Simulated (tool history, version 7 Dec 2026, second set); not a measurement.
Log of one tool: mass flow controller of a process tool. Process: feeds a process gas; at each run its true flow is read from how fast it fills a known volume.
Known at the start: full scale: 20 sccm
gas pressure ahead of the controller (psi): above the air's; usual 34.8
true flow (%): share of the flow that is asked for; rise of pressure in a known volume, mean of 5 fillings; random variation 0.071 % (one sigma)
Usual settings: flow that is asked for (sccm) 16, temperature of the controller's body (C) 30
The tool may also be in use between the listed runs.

run	day	flow that is asked for (sccm)	gas pressure ahead of the controller (psi)	temperature of the controller's body (C)	true flow (%)
1	0	16	34.8	30	99.51
2	9.95	16	34.8	30	99.47
3	17.1	16	27.6	30	99.36
4	33.204	16	27.6	30	99.14
5	42.946	16	27.6	30	99.22
6	50.612	10	34.8	30	98.11
7	65.288	13	34.8	30	98.56
8	73.671	13	34.8	30	98.5
9	88.492	3	34.8	30	96.69
10	104.704	8	34.8	30	97.44
11	113.792	8	34.8	30	97.35
12	129.458	16	40.6	30	98.57
13	146.317	16	40.6	30	98.44
14	153.954	16	40.6	30	98.37
15	167.204	13	29.3	38	97.97
16	180.833	16	34.2	21	97.71
17	194.921	8	30.5	21	96.4
18	207.8	8	30.5	21	96.33
19	223.392	8	30.5	21	96.22
20	236.338	8	30.5	21	96.27

Forecast run 21:
21	249.838	16	21.8	30	?

Run 21 gave true flow (%) 97.38.
Without the tool's hidden state the same run would have given true flow (%) 99.34.

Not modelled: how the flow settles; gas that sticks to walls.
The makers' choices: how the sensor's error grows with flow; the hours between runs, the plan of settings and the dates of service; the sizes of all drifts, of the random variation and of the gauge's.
